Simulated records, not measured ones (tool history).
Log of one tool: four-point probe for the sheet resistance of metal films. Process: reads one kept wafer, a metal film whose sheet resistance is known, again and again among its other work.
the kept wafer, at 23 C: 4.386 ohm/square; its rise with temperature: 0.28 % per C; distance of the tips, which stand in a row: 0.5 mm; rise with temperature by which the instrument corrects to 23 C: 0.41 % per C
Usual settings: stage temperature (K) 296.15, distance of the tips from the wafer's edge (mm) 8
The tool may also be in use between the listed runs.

| run | hour | stage temperature (K) | distance of the tips from the wafer's edge (mm) | sheet resistance as the instrument gives it (ohm/square) |
|---|---|---|---|---|
| 1 | 0.0 | 296.15 | 8 | 4.387047 |
| 2 | 48.7 | 296.15 | 8 | 4.386542 |
| 3 | 103.4 | 296.15 | 8 | 4.389588 |
| 4 | 174.2 | 296.15 | 8 | 4.386324 |
| 5 | 242.9 | 296.15 | 8 | 4.387178 |
| 6 | 342.8 | 296.15 | 8 | 4.385170 |
| 7 | 436.2 | 296.15 | 8 | 4.385537 |
| 8 | 497.4 | 296.15 | 4 | 4.410264 |
| 9 | 555.2 | 293.15 | 8 | 4.399667 |
| 10 | 663.2 | 293.15 | 38 | 4.389619 |
| 11 | 710.3 | 293.15 | 38 | 4.389886 |
| 12 | 788.7 | 293.15 | 7 | 4.399604 |
| 13 | 868.2 | 296.15 | 8 | 4.380224 |
| 14 | 950.6 | 296.15 | 8 | 4.380454 |
| 15 | 1052.4 | 296.15 | 8 | 4.380201 |
| 16 | 1145.2 | 296.15 | 8 | 4.380028 |
| 17 | 1190.9 | 296.15 | 25 | 4.369664 |
| 18 | 1290.8 | 298.15 | 8 | 4.366145 |
| 19 | 1384.7 | 296.15 | 8 | 4.377844 |
| 20 | 1471.5 | 296.15 | 53 | 4.367425 |
| 21 | 1523.2 | 296.15 | 53 | 4.365806 |
| 22 | 1630.8 | 296.15 | 53 | 4.365979 |
| 23 | 1729.8 | 296.15 | 8 | 4.372835 |
| 24 | 1800.6 | 300.15 | 8 | 4.353654 |
| 25 | 1866.2 | 302.15 | 4 | 4.368489 |
| 26 | 1942.3 | 292.15 | 26 | 4.386537 |
| 27 | 1993.0 | 293.15 | 6 | 4.396756 |
| 28 | 2068.2 | 307.15 | 49 | 4.304328 |
| 29 | 2126.8 | 299.15 | 15 | 4.346615 |
| 30 | 2217.6 | 299.15 | 15 | 4.346856 |
| 31 | 2290.4 | 299.15 | 9 | 4.350984 |
| 32 | 2389.2 | 295.15 | 8 | 4.377618 |
| 33 | 2468.2 | 308.15 | 5 | 4.320293 |
| 34 | 2572.3 | 308.15 | 5 | 4.320997 |
| 35 | 2616.8 | 308.15 | 5 | 4.319788 |
| 36 | 2688.5 | 308.15 | 5 | 4.320128 |
| 37 | 2779.4 | 304.15 | 8 | 4.361983 |
| 38 | 2887.5 | 304.15 | 8 | 4.362818 |
| 39 | 2965.7 | 308.15 | 6 | 4.349199 |
| 40 | 3036.8 | 308.15 | 6 | 4.349578 |
| 41 | 3087.8 | 292.15 | 3 | 4.482990 |
| 42 | 3136.1 | 301.15 | 4 | 4.404175 |
| 43 | 3213.7 | 293.15 | 49 | 4.411437 |
| 44 | 3273.7 | 296.15 | 23 | 4.394986 |
| 45 | 3378.6 | 296.15 | 23 | 4.393488 |
| 46 | 3471.1 | 296.15 | 23 | 4.392279 |

Taken out of this log: 3 entries between the listed runs. Where each belongs, and how the hidden state differs across it:
Between runs 31 and 32: stage's thermometer calibrated (hour 2297.0)
  inner tips' distance over the nominal, %: -0.623 -> -0.642; tips' flats over new ones', %: 88 -> 91; wafer's true temperature over the reading, C: 0.3 -> 0.4
  measured less the result without the state, sheet resistance as the instrument gives it (ohm/square): -0.025892 -> -0.025667
Between runs 36 and 37: stage's thermometer calibrated, once more (hour 2701.6); new probe head fitted (hour 2710.0)
  inner tips' distance over the nominal, %: -0.699 -> 0.217; tips' flats over new ones', %: 100 -> 2; wafer's true temperature over the reading, C: 0.41 -> 0.07
  measured less the result without the state, sheet resistance as the instrument gives it (ohm/square): -0.028024 -> +0.011037
